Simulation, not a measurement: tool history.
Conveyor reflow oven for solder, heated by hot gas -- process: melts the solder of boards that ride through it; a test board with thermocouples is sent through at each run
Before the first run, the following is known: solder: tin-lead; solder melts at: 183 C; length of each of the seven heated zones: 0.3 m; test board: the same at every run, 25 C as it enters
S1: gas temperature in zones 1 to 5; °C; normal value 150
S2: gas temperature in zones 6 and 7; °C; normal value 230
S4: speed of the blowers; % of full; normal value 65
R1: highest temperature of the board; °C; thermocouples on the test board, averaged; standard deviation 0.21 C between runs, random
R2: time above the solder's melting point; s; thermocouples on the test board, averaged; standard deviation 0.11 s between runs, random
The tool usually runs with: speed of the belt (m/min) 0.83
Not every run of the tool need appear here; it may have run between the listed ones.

run 1 hour=0 | S1=150 S2=230 speed_of_the_belt_(m/min)=0.83 S4=65 | R1=212.1 R2=32.5
run 2 hour=12.8 | S1=150 S2=230 speed_of_the_belt_(m/min)=0.83 S4=65 | R1=212.3 R2=32.7
run 3 hour=22.4 | S1=150 S2=230 speed_of_the_belt_(m/min)=0.83 S4=65 | R1=212.2 R2=32.6
run 4 hour=34.1 | S1=150 S2=230 speed_of_the_belt_(m/min)=0.83 S4=65 | R1=212.3 R2=32.5
run 5 hour=43.8 | S1=150 S2=230 speed_of_the_belt_(m/min)=0.83 S4=65 | R1=211.7 R2=32.6
run 6 hour=55.1 | S1=150 S2=230 speed_of_the_belt_(m/min)=0.83 S4=65 | R1=211.9 R2=32.6
run 7 hour=62 | S1=150 S2=230 speed_of_the_belt_(m/min)=0.83 S4=82 | R1=214.9 R2=34.3
run 8 hour=74.8 | S1=150 S2=223 speed_of_the_belt_(m/min)=0.83 S4=65 | R1=206.2 R2=29.2
run 9 hour=87.9 | S1=150 S2=223 speed_of_the_belt_(m/min)=0.83 S4=65 | R1=206 R2=29.1
run 10 hour=99.7 | S1=160 S2=230 speed_of_the_belt_(m/min)=0.83 S4=65 | R1=214.1 R2=36.4
run 11 hour=109.3 | S1=160 S2=230 speed_of_the_belt_(m/min)=0.83 S4=65 | R1=213.8 R2=36.5
run 12 hour=121.8 | S1=160 S2=230 speed_of_the_belt_(m/min)=0.83 S4=65 | R1=213.9 R2=36.3
run 13 hour=130.3 | S1=160 S2=230 speed_of_the_belt_(m/min)=0.83 S4=65 | R1=214 R2=36.3
run 14 hour=142.9 | S1=160 S2=223 speed_of_the_belt_(m/min)=0.83 S4=65 | R1=207.8 R2=33.5
run 15 hour=151.3 | S1=160 S2=223 speed_of_the_belt_(m/min)=0.83 S4=65 | R1=207.9 R2=33.4
run 16 hour=159 | S1=150 S2=228 speed_of_the_belt_(m/min)=0.83 S4=65 | R1=210.1 R2=31.3
run 17 hour=165.2 | S1=150 S2=228 speed_of_the_belt_(m/min)=0.83 S4=65 | R1=210.1 R2=31.4
run 18 hour=178.2 | S1=150 S2=228 speed_of_the_belt_(m/min)=0.83 S4=65 | R1=209.8 R2=31.3
-- hour=183.4 belt drive overhauled, speed set with a stopwatch
run 19 hour=187.8 | S1=161 S2=228 speed_of_the_belt_(m/min)=0.685 S4=73 | R1=217.6 R2=47.2
run 20 hour=197.9 | S1=161 S2=228 speed_of_the_belt_(m/min)=0.685 S4=73 | R1=217.4 R2=47.1
run 21 hour=209.1 | S1=160 S2=233 speed_of_the_belt_(m/min)=0.876 S4=77 | R1=216.4 R2=35.6
run 22 hour=222.2 | S1=160 S2=233 speed_of_the_belt_(m/min)=0.674 S4=84 | R1=223.3 R2=49.8
run 23 hour=233.1 | S1=160 S2=233 speed_of_the_belt_(m/min)=0.978 S4=84 | R1=214.5 R2=30.6
run 24 hour=242.2 | S1=154 S2=224 speed_of_the_belt_(m/min)=0.83 S4=65 | R1=206.9 R2=30.9
run 25 hour=249 | S1=150 S2=240 speed_of_the_belt_(m/min)=0.83 S4=65 | R1=219.1 R2=35.9
-- hour=259 belt drive overhauled, speed set with a stopwatch, once more
run 26 hour=263.7 | S1=150 S2=240 speed_of_the_belt_(m/min)=0.83 S4=65 | R1=219.6 R2=35.7
run 27 hour=273.8 | S1=161 S2=238 speed_of_the_belt_(m/min)=0.681 S4=59 | R1=224 R2=49.5
run 28 hour=284.9 | S1=161 S2=238 speed_of_the_belt_(m/min)=0.681 S4=59 | R1=224.1 R2=49.7
run 29 hour=293.8 | S1=150 S2=235 speed_of_the_belt_(m/min)=0.83 S4=55 | R1=212.8 R2=32.3
-- hour=303.4 flux residue cleaned out of gas plates and filters
run 30 hour=305.1 | S1=150 S2=235 speed_of_the_belt_(m/min)=0.83 S4=55 | R1=215.8 R2=34.5

Here are 4 independent what-if runs from the current tool condition. What would each one return?
run A hour=317.9 | S1=165 S2=235 speed_of_the_belt_(m/min)=0.894 S4=81 | R1=? R2=?
run B hour=317.9 | S1=149 S2=235 speed_of_the_belt_(m/min)=0.831 S4=55 | R1=? R2=?
run C hour=317.9 | S1=150 S2=235 speed_of_the_belt_(m/min)=0.83 S4=60 | R1=? R2=?
run D hour=317.9 | S1=154 S2=235 speed_of_the_belt_(m/min)=0.732 S4=70 | R1=? R2=?

run=A R1=222 R2=38.1
run=B R1=215.5 R2=33.7
run=C R1=217.1 R2=34.8
run=D R1=223.2 R2=43.9
The same runs, with their run-to-run variation unchanged, on a tool lacking any hidden condition would have given:
run=A R1=223.5 R2=38.6
run=B R1=217 R2=34.4
run=C R1=218.7 R2=35.5
run=D R1=224.8 R2=44.5
